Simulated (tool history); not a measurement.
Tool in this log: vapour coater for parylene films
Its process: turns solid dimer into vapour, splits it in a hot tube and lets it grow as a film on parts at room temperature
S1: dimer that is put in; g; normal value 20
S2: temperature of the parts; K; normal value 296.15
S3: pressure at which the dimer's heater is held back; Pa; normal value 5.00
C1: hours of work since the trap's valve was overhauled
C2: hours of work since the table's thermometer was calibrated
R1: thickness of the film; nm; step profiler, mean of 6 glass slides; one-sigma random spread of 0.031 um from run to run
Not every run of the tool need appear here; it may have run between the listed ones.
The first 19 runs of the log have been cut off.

run	hour	S1	S2	S3	C1	C2	R1
20	933.7	11	301.15	5.00	78	1748	4000
21	1001.9	8	303.15	5.00	112	1781	2790
22	1069.0	8	303.15	5.00	145	1814	2780
23	1117.7	8	303.15	2.21	169	1838	2970
24	1149.8	13	294.15	2.51	185	1854	5980
25	1203.1	26	289.15	5.18	211	1881	12690
26	1245.3	25	292.15	3.12	232	1901	11770
27	1297.7	20	289.15	5.00	258	1927	9820
28	1355.6	26	292.15	2.13	286	1956	12570
29	1407.8	34	293.15	2.51	312	1982	15760
30	1474.6	34	293.15	2.51	345	2015	15720
31	1524.4	34	293.15	2.51	370	2039	15710
32	1557.2	13	289.15	3.22	386	2055	6550
# hour 1588.4: table's thermometer calibrated
33	1590.2	13	289.15	3.22	402	1	6670
34	1624.8	13	289.15	3.22	419	18	6630
35	1660.4	11	294.15	7.72	436	36	4600
36	1693.7	11	298.15	2.67	453	52	4570

Here are 4 independent what-if runs from the current tool condition. What would each one return?
A	1753.0	8	288.15	2.02	482	81	?
B	1753.0	21	290.15	5.00	482	81	?
C	1753.0	11	293.15	7.56	482	81	?
D	1753.0	22	292.15	2.31	482	81	?

run	R1
A	4300
B	10060
C	4700
D	10680
Stripped of hidden state, with their random variation kept, the same runs would have yielded:
run	R1
A	4500
B	10520
C	4920
D	11170

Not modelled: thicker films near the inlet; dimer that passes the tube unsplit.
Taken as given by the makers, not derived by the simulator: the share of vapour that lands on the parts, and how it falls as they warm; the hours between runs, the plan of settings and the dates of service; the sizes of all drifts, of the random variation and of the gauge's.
